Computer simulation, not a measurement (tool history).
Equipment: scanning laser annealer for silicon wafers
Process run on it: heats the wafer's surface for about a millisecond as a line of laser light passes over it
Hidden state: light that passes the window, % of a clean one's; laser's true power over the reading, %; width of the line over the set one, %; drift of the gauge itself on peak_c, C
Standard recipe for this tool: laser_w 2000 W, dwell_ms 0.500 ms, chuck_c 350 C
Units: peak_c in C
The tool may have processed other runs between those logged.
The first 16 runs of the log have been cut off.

run     day  laser_w  dwell_ms  chuck_c  hours of work since the window was cleaned  hours of work since the power meter was calibrated  hours of work since the optics were aligned  peak_c
 17   9.525     1962     0.500      350                                         229                                                 376                                          178    1072
 18  10.200     1962     0.500      350                                         240                                                 387                                          190    1072
 19  10.946     1962     0.500      350                                         253                                                 400                                          203    1074
 20  11.392     2000     0.500      350                                         261                                                 408                                          211    1091
 21  11.796     2000     0.500      350                                         268                                                 415                                          218    1089
 22  12.388     2000     0.500      350                                         279                                                 426                                          228    1084
 23  12.733     1829     0.500      315                                         285                                                 432                                          234     970
 24  13.262     2163     0.500      327                                         294                                                 441                                          244    1141
 25  13.717     2000     0.384      350                                         302                                                 449                                          252     999
 26  14.529     2000     0.384      350                                         316                                                 463                                          266    1003
     15.304  -- window over the wafer cleaned
 27  15.404     2168     0.548      350                                           2                                                 477                                          280    1249
 28  15.950     1883     0.435      360                                          11                                                 486                                          289    1034
 29  16.638     1883     0.435      360                                          23                                                 498                                          301    1036
 30  17.392     2000     0.500      331                                          36                                                 512                                          314    1103
 31  17.833     2000     0.500      331                                          44                                                 519                                          322    1101
 32  18.288     2000     0.500      331                                          52                                                 527                                          330    1102
 33  18.988     2000     0.500      331                                          64                                                 539                                          342    1096
 34  19.650     2000     0.539      350                                          76                                                 551                                          354    1140
 35  20.304     2000     0.539      350                                          87                                                 562                                          365    1135
 36  20.667     2000     0.604      311                                          94                                                 569                                          372    1137
 37  21.004     2000     0.589      312                                         100                                                 575                                          377    1126

The next listed run, before its measurement:
 38  21.521     2000     0.589      312                                         109                                                 584                                          387       ?

peak_c: 1125 C
Were there no unlogged condition in the tool, this run, its random variation unchanged, would have produced peak_c 1156 C.
